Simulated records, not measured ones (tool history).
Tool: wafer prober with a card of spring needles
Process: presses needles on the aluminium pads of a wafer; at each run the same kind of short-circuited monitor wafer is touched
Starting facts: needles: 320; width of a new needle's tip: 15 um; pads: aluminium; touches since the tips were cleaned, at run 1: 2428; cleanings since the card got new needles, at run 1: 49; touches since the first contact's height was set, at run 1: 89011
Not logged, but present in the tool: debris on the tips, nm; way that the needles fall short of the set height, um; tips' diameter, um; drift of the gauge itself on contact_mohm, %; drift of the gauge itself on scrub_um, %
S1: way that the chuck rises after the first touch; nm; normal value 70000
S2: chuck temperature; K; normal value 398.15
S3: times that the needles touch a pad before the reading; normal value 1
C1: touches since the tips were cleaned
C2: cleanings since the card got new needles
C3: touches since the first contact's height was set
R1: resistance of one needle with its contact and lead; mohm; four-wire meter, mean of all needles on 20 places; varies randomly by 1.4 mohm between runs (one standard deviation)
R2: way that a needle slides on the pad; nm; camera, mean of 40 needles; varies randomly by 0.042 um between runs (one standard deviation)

run 1 hour=0.0 | S1=70000 S2=398.15 S3=1 | C1=2428 C2=49 C3=89011 | R1=153 R2=12850
-- hour=4.6 tips cleaned on abrasive film
run 2 hour=9.3 | S1=70000 S2=398.15 S3=1 | C1=2575 C2=50 C3=94041 | R1=154 R2=12730
-- hour=13.6 tips cleaned on abrasive film
run 3 hour=18.9 | S1=70000 S2=398.15 S3=1 | C1=2897 C2=51 C3=99227 | R1=155 R2=12810
-- hour=23.1 tips cleaned on abrasive film
-- hour=32.0 tips cleaned on abrasive film
run 4 hour=35.1 | S1=70000 S2=307.15 S3=1 | C1=1734 C2=53 C3=107957 | R1=144 R2=12790
-- hour=41.8 tips cleaned on abrasive film
run 5 hour=43.4 | S1=70000 S2=325.15 S3=1 | C1=875 C2=54 C3=112379 | R1=136 R2=12750
-- hour=51.3 tips cleaned on abrasive film
run 6 hour=59.0 | S1=70000 S2=325.15 S3=1 | C1=4186 C2=55 C3=120827 | R1=154 R2=12750
-- hour=60.4 tips cleaned on abrasive film
run 7 hour=67.7 | S1=70000 S2=397.15 S3=1 | C1=3948 C2=56 C3=125518 | R1=161 R2=12730
-- hour=69.4 tips cleaned on abrasive film
-- hour=78.7 tips cleaned on abrasive film
run 8 hour=80.3 | S1=70000 S2=397.15 S3=1 | C1=865 C2=58 C3=132300 | R1=145 R2=12670
-- hour=88.0 tips cleaned on abrasive film
run 9 hour=89.4 | S1=70000 S2=397.15 S3=1 | C1=737 C2=59 C3=137196 | R1=144 R2=12690
-- hour=97.0 tips cleaned on abrasive film
run 10 hour=98.8 | S1=70000 S2=398.15 S3=1 | C1=974 C2=60 C3=142279 | R1=146 R2=12680
-- hour=106.2 tips cleaned on abrasive film
run 11 hour=114.3 | S1=70000 S2=398.15 S3=1 | C1=4366 C2=61 C3=150654 | R1=158 R2=12660
-- hour=115.1 tips cleaned on abrasive film
-- hour=125.0 tips cleaned on abrasive film
run 12 hour=130.8 | S1=70000 S2=398.15 S3=1 | C1=3154 C2=63 C3=159577 | R1=159 R2=12600
-- hour=134.9 tips cleaned on abrasive film
run 13 hour=143.4 | S1=70000 S2=398.15 S3=1 | C1=4636 C2=64 C3=166391 | R1=161 R2=12510
-- hour=144.7 tips cleaned on abrasive film
-- hour=153.8 tips cleaned on abrasive film
run 14 hour=158.5 | S1=70000 S2=398.15 S3=2 | C1=2603 C2=66 C3=174523 | R1=147 R2=12670
-- hour=162.7 tips cleaned on abrasive film
-- hour=172.2 tips cleaned on abrasive film
run 15 hour=172.7 | S1=70000 S2=398.15 S3=2 | C1=244 C2=68 C3=182118 | R1=136 R2=12570
-- hour=181.5 tips cleaned on abrasive film
run 16 hour=183.9 | S1=70000 S2=398.15 S3=2 | C1=1301 C2=69 C3=188197 | R1=144 R2=12610
-- hour=191.1 tips cleaned on abrasive film
run 17 hour=191.3 | S1=87000 S2=307.15 S3=1 | C1=123 C2=70 C3=192185 | R1=120 R2=15770
-- hour=194.3 height of the first contact set anew
-- hour=200.3 tips cleaned on abrasive film
run 18 hour=205.6 | S1=80000 S2=356.15 S3=1 | C1=2857 C2=71 C3=6072 | R1=143 R2=14790
-- hour=210.0 tips cleaned on abrasive film
run 19 hour=214.4 | S1=74000 S2=398.15 S3=3 | C1=2386 C2=72 C3=10835 | R1=137 R2=13750
-- hour=219.8 tips cleaned on abrasive film
-- hour=228.8 tips cleaned on abrasive film
run 20 hour=231.1 | S1=86000 S2=310.15 S3=1 | C1=1228 C2=74 C3=19829 | R1=128 R2=15890
-- hour=238.4 tips cleaned on abrasive film
run 21 hour=242.5 | S1=70000 S2=333.15 S3=2 | C1=2189 C2=75 C3=25975 | R1=138 R2=13020
-- hour=247.7 tips cleaned on abrasive film
-- hour=256.9 tips cleaned on abrasive film
run 22 hour=256.9 | S1=70000 S2=333.15 S3=2 | C1=0 C2=77 C3=33750 | R1=123 R2=13000
run 23 hour=264.2 | S1=78000 S2=383.15 S3=2 | C1=3989 C2=77 C3=37739 | R1=142 R2=14450

The next listed run, before its measurement:
-- hour=265.7 tips cleaned on abrasive film
-- hour=275.5 tips cleaned on abrasive film
run 24 hour=279.9 | S1=78000 S2=383.15 S3=2 | C1=2418 C2=79 C3=46181 | R1=? R2=?

Run 24 measured R1 139 mohm, R2 14420 nm.
Had the tool carried no hidden state, the very same run would have given R1 126 mohm, R2 14520 nm.
